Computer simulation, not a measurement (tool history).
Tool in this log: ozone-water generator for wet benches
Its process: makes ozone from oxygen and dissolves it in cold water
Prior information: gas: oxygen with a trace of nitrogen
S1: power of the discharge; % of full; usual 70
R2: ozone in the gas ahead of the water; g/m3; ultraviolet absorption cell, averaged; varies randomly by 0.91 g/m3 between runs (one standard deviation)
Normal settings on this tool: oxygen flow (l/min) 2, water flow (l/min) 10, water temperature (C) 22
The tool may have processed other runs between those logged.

{"run": 1, "hour": 0.0, "S1": 70, "oxygen flow (l/min)": 2, "water flow (l/min)": 10, "water temperature (C)": 22, "dissolved ozone (ppm)": 12.1, "R2": 148.6}
{"run": 2, "hour": 55.7, "S1": 70, "oxygen flow (l/min)": 2, "water flow (l/min)": 10, "water temperature (C)": 22, "dissolved ozone (ppm)": 12.4, "R2": 147.4}
{"run": 3, "hour": 114.1, "S1": 70, "oxygen flow (l/min)": 2, "water flow (l/min)": 10, "water temperature (C)": 22, "dissolved ozone (ppm)": 12.3, "R2": 147.6}
{"run": 4, "hour": 155.9, "S1": 70, "oxygen flow (l/min)": 2, "water flow (l/min)": 10, "water temperature (C)": 22, "dissolved ozone (ppm)": 12.1, "R2": 147.1}
{"run": 5, "hour": 207.2, "S1": 70, "oxygen flow (l/min)": 2, "water flow (l/min)": 10, "water temperature (C)": 22, "dissolved ozone (ppm)": 12.1, "R2": 146.5}
{"run": 6, "hour": 245.8, "S1": 70, "oxygen flow (l/min)": 2, "water flow (l/min)": 10, "water temperature (C)": 22, "dissolved ozone (ppm)": 12.1, "R2": 148.8}
{"run": 7, "hour": 291.8, "S1": 70, "oxygen flow (l/min)": 2, "water flow (l/min)": 10, "water temperature (C)": 22, "dissolved ozone (ppm)": 12.2, "R2": 147}
{"run": 8, "hour": 354.1, "S1": 70, "oxygen flow (l/min)": 2, "water flow (l/min)": 10, "water temperature (C)": 22, "dissolved ozone (ppm)": 12.3, "R2": 147.2}
{"run": 9, "hour": 406.2, "S1": 70, "oxygen flow (l/min)": 2, "water flow (l/min)": 10, "water temperature (C)": 22, "dissolved ozone (ppm)": 12.1, "R2": 145.3}
{"run": 10, "hour": 490.6, "S1": 70, "oxygen flow (l/min)": 2, "water flow (l/min)": 10, "water temperature (C)": 22, "dissolved ozone (ppm)": 12.3, "R2": 145.3}
{"run": 11, "hour": 577.2, "S1": 70, "oxygen flow (l/min)": 2, "water flow (l/min)": 10, "water temperature (C)": 22, "dissolved ozone (ppm)": 12, "R2": 145}
{"run": 12, "hour": 624.0, "S1": 70, "oxygen flow (l/min)": 2, "water flow (l/min)": 10, "water temperature (C)": 22, "dissolved ozone (ppm)": 12.1, "R2": 146.6}
{"run": 13, "hour": 678.5, "S1": 70, "oxygen flow (l/min)": 2.74, "water flow (l/min)": 10, "water temperature (C)": 19, "dissolved ozone (ppm)": 12, "R2": 119.5}

Run 14 comes next. What will it give?
{"run": 14, "hour": 760.1, "S1": 70, "oxygen flow (l/min)": 2.18, "water flow (l/min)": 10, "water temperature (C)": 21, "dissolved ozone (ppm)": "?", "R2": "?"}

Logged for run 14: dissolved ozone (ppm) 12.1, R2 138.8 g/m3.
Were there no unlogged condition in the tool, this run, its random variation unchanged, would have produced dissolved ozone (ppm) 13.5, R2 145.8 g/m3.

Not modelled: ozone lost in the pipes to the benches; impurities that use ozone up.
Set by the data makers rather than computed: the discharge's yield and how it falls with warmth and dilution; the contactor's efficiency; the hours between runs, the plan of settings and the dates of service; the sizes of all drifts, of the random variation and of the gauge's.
